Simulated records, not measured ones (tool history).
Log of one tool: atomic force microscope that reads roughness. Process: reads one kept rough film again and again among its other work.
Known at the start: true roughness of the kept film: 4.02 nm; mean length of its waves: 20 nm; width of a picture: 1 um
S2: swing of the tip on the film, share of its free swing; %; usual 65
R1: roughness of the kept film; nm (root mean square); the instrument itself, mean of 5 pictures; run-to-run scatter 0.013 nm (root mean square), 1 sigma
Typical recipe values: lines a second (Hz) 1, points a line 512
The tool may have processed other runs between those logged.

{"run": 1, "hour": 0.0, "lines a second (Hz)": 1, "S2": 65, "points a line": 512, "R1": 3.163}
{"run": 2, "hour": 14.3, "lines a second (Hz)": 1, "S2": 65, "points a line": 512, "R1": 3.149}
{"run": 3, "hour": 36.4, "lines a second (Hz)": 1, "S2": 65, "points a line": 512, "R1": 3.179}
{"run": 4, "hour": 46.8, "lines a second (Hz)": 1, "S2": 68, "points a line": 512, "R1": 3.122}
{"run": 5, "hour": 58.4, "lines a second (Hz)": 1, "S2": 68, "points a line": 512, "R1": 3.123}
{"run": 6, "hour": 70.1, "lines a second (Hz)": 1, "S2": 68, "points a line": 512, "R1": 3.133}
{"run": 7, "hour": 83.1, "lines a second (Hz)": 1, "S2": 65, "points a line": 512, "R1": 3.176}
{"run": 8, "hour": 103.8, "lines a second (Hz)": 1, "S2": 65, "points a line": 512, "R1": 3.139}
{"hour": 111.5, "done": "new tip fitted"}
{"run": 9, "hour": 122.0, "lines a second (Hz)": 1, "S2": 65, "points a line": 512, "R1": 3.165}
{"run": 10, "hour": 146.5, "lines a second (Hz)": 1, "S2": 65, "points a line": 512, "R1": 3.181}
{"run": 11, "hour": 157.4, "lines a second (Hz)": 1, "S2": 65, "points a line": 512, "R1": 3.156}
{"run": 12, "hour": 170.4, "lines a second (Hz)": 2.63, "S2": 65, "points a line": 512, "R1": 2.952}
{"run": 13, "hour": 193.7, "lines a second (Hz)": 1, "S2": 65, "points a line": 535, "R1": 3.15}
{"run": 14, "hour": 210.2, "lines a second (Hz)": 1.11, "S2": 65, "points a line": 512, "R1": 3.16}
{"run": 15, "hour": 234.3, "lines a second (Hz)": 1.11, "S2": 65, "points a line": 512, "R1": 3.165}
{"run": 16, "hour": 252.8, "lines a second (Hz)": 1.11, "S2": 65, "points a line": 512, "R1": 3.147}
{"run": 17, "hour": 266.6, "lines a second (Hz)": 1.11, "S2": 65, "points a line": 512, "R1": 3.144}
{"run": 18, "hour": 282.7, "lines a second (Hz)": 1.11, "S2": 65, "points a line": 512, "R1": 3.133}
{"hour": 297.3, "done": "new tip fitted"}
{"run": 19, "hour": 304.5, "lines a second (Hz)": 0.72, "S2": 55, "points a line": 512, "R1": 3.279}
{"run": 20, "hour": 320.2, "lines a second (Hz)": 0.72, "S2": 55, "points a line": 512, "R1": 3.288}
{"run": 21, "hour": 342.7, "lines a second (Hz)": 0.72, "S2": 55, "points a line": 294, "R1": 3.205}
{"run": 22, "hour": 354.8, "lines a second (Hz)": 0.72, "S2": 55, "points a line": 294, "R1": 3.193}
{"run": 23, "hour": 370.4, "lines a second (Hz)": 1.93, "S2": 55, "points a line": 487, "R1": 3.155}
{"run": 24, "hour": 394.9, "lines a second (Hz)": 1.24, "S2": 65, "points a line": 771, "R1": 3.12}
{"run": 25, "hour": 409.6, "lines a second (Hz)": 1.24, "S2": 65, "points a line": 771, "R1": 3.154}
{"run": 26, "hour": 432.7, "lines a second (Hz)": 1.24, "S2": 65, "points a line": 771, "R1": 3.161}
{"run": 27, "hour": 452.7, "lines a second (Hz)": 0.55, "S2": 62, "points a line": 383, "R1": 3.212}
{"run": 28, "hour": 466.3, "lines a second (Hz)": 0.55, "S2": 62, "points a line": 383, "R1": 3.221}
{"hour": 482.9, "done": "new tip fitted"}
{"run": 29, "hour": 485.3, "lines a second (Hz)": 0.55, "S2": 62, "points a line": 383, "R1": 3.206}
{"run": 30, "hour": 506.3, "lines a second (Hz)": 3.97, "S2": 59, "points a line": 653, "R1": 2.957}
{"run": 31, "hour": 527.5, "lines a second (Hz)": 0.67, "S2": 65, "points a line": 466, "R1": 3.212}
{"run": 32, "hour": 551.7, "lines a second (Hz)": 0.67, "S2": 66, "points a line": 466, "R1": 3.188}
{"run": 33, "hour": 571.7, "lines a second (Hz)": 1.24, "S2": 65, "points a line": 554, "R1": 3.123}

Consider 4 possible next runs. They are alternatives, not a sequence: every one starts from the tool as it was left by run 33. What does each give?
{"run": "A", "hour": 585.1, "lines a second (Hz)": 1, "S2": 72, "points a line": 454, "R1": "?"}
{"run": "B", "hour": 585.1, "lines a second (Hz)": 0.68, "S2": 66, "points a line": 858, "R1": "?"}
{"run": "C", "hour": 585.1, "lines a second (Hz)": 0.94, "S2": 65, "points a line": 600, "R1": "?"}
{"run": "D", "hour": 585.1, "lines a second (Hz)": 1.43, "S2": 80, "points a line": 512, "R1": "?"}

run=A R1=3.111
run=B R1=3.221
run=C R1=3.177
run=D R1=2.866
Had the tool no hidden state, the same runs would have come out as:
run=A R1=3.119
run=B R1=3.228
run=C R1=3.184
run=D R1=2.873
